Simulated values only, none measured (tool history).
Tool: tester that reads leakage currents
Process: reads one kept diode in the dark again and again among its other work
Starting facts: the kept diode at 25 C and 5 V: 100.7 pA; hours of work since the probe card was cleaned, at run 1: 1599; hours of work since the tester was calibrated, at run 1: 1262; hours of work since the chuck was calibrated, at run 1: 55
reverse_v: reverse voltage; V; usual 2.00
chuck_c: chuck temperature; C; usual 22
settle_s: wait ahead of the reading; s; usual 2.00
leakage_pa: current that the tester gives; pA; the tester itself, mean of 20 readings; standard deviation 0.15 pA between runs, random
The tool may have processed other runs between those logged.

| run | hour | reverse_v | chuck_c | settle_s | hours of work since the probe card was cleaned | hours of work since the tester was calibrated | hours of work since the chuck was calibrated | leakage_pa |
|---|---|---|---|---|---|---|---|---|
| 1 | 0.0 | 2.00 | 22 | 2.00 | 1599 | 1262 | 55 | 49.15 |
| 2 | 60.4 | 2.00 | 22 | 2.00 | 1636 | 1299 | 92 | 49.76 |
| 3 | 111.9 | 11.71 | 22 | 2.00 | 1667 | 1331 | 123 | 135.24 |
| 4 | 205.4 | 11.71 | 22 | 2.00 | 1725 | 1388 | 180 | 135.99 |
| 5 | 254.0 | 11.71 | 37 | 2.00 | 1754 | 1417 | 210 | 499.21 |
| 6 | 332.9 | 11.71 | 37 | 2.00 | 1802 | 1466 | 258 | 501.75 |
| 7 | 402.3 | 11.71 | 37 | 2.00 | 1845 | 1508 | 301 | 509.98 |
| 8 | 495.5 | 11.71 | 37 | 2.00 | 1902 | 1565 | 357 | 515.85 |
| 9 | 547.4 | 11.71 | 37 | 2.00 | 1933 | 1596 | 389 | 519.49 |
| 10 | 596.2 | 11.71 | 37 | 2.00 | 1963 | 1626 | 419 | 525.50 |
| 11 | 652.2 | 11.71 | 37 | 2.00 | 1997 | 1660 | 453 | 526.67 |
| 12 | 721.1 | 11.71 | 37 | 2.00 | 2039 | 1702 | 495 | 533.70 |
| 13 | 816.1 | 11.71 | 37 | 2.00 | 2097 | 1760 | 553 | 541.68 |
| 14 | 876.7 | 11.71 | 37 | 2.00 | 2134 | 1797 | 590 | 546.64 |
|  | 949.7 | chuck's temperature calibrated |
| 15 | 960.9 | 4.96 | 22 | 2.00 | 2184 | 1848 | 7 | 79.47 |
|  | 971.6 | probe card cleaned and baked |
| 16 | 1013.8 | 5.65 | 22 | 2.00 | 26 | 1878 | 37 | 83.91 |
| 17 | 1074.0 | 5.65 | 22 | 2.00 | 63 | 1915 | 74 | 85.20 |
| 18 | 1156.5 | 1.02 | 22 | 1.37 | 113 | 1965 | 124 | 33.95 |
| 19 | 1227.0 | 9.19 | 29 | 0.53 | 156 | 2008 | 167 | 217.41 |
| 20 | 1312.7 | 1.29 | 23 | 0.32 | 208 | 2061 | 220 | 44.41 |
| 21 | 1375.0 | 1.60 | 50 | 2.00 | 246 | 2099 | 258 | 472.91 |
| 22 | 1449.1 | 1.60 | 50 | 2.00 | 291 | 2144 | 303 | 476.80 |
| 23 | 1529.7 | 6.22 | 22 | 2.00 | 341 | 2193 | 352 | 96.52 |
| 24 | 1624.8 | 6.22 | 22 | 2.00 | 399 | 2251 | 410 | 98.71 |
| 25 | 1691.1 | 8.67 | 22 | 2.00 | 439 | 2291 | 451 | 120.34 |
| 26 | 1785.2 | 2.57 | 22 | 6.77 | 497 | 2349 | 508 | 62.24 |
| 27 | 1874.3 | 2.57 | 22 | 6.77 | 551 | 2403 | 563 | 63.33 |
| 28 | 1956.3 | 2.00 | 56 | 2.00 | 601 | 2453 | 613 | 904.14 |
|  | 1993.4 | chuck's temperature calibrated |
| 29 | 2042.4 | 4.63 | 58 | 0.50 | 652 | 2505 | 30 | 1465.31 |

For each run, the measured value with the value that run would have given without the tool's hidden condition subtracted. The run-to-run variation is shared by both, the gauge scatter possibly not:
What the log doesn't record here: stray current of the dirty probe card, pA a volt; current scale over the true one, %; true chuck temperature over the reading, C; drift of the gauge itself on leakage_pa, %.
| run | leakage_pa |
|---|---|
| 1 | +2.25 |
| 2 | +2.82 |
| 3 | +11.06 |
| 4 | +12.98 |
| 5 | +37.81 |
| 6 | +43.72 |
| 7 | +49.03 |
| 8 | +56.73 |
| 9 | +60.95 |
| 10 | +65.02 |
| 11 | +69.14 |
| 12 | +75.19 |
| 13 | +83.47 |
| 14 | +88.74 |
| 15 | +2.69 |
| 16 | +1.08 |
| 17 | +2.09 |
| 18 | +1.28 |
| 19 | +10.51 |
| 20 | +2.82 |
| 21 | +30.33 |
| 22 | +35.04 |
| 23 | +9.73 |
| 24 | +11.42 |
| 25 | +15.21 |
| 26 | +8.70 |
| 27 | +9.70 |
| 28 | +119.91 |
| 29 | +23.79 |

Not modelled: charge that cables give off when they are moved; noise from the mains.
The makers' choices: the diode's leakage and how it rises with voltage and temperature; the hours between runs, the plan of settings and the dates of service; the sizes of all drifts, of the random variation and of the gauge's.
